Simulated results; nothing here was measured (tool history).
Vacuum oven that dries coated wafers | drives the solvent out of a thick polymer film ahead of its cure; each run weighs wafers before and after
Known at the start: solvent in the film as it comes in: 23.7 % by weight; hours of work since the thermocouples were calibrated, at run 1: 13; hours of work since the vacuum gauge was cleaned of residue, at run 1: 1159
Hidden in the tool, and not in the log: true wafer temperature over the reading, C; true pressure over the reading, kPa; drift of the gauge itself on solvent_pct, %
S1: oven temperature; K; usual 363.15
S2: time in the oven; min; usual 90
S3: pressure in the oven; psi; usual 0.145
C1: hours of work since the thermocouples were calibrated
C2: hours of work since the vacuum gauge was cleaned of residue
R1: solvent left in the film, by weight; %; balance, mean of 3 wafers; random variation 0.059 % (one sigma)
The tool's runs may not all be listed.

run   hour      S1   S2     S3   C1    C2    R1
  1      0  363.15   90  0.145   13  1159  3.41
  2   77.8  363.15   90  0.145   70  1216  3.31
  3  130.6  363.15   90  0.222  109  1255  3.54
  4  209.1  357.15   90  0.222  166  1312  5.73
  5  259.1  363.15  109  0.145  203  1349  2.28
  6  293.1  363.15   74  0.145  228  1374  4.21
  7  339.9  363.15   90  0.145  262  1408  3.19
  8  384.5  363.15   90  0.145  295  1441  3.14
  9  423.7  363.15   90  0.448  323  1469  3.95
     430.2  -- oven's thermocouples calibrated
 10  496.9  363.15   90  0.316   49  1521  3.48
 11    571  363.15   90  0.316  103  1576  3.53
 12  644.4  363.15   90  0.316  157  1629  3.43
 13  678.2  363.15   90  0.316  181  1654  3.41
 14  730.5  363.15   56  0.364  220  1692  6.41
 15  791.3  366.15   45  0.226  264  1737  6.35

Run 16 comes next. What will it give?
 16  872.9  375.15  142  0.348  324  1796   ?

{"run 16": {"R1": 0.81}}
Without the tool's hidden state the same run would have given R1 0.77 %.
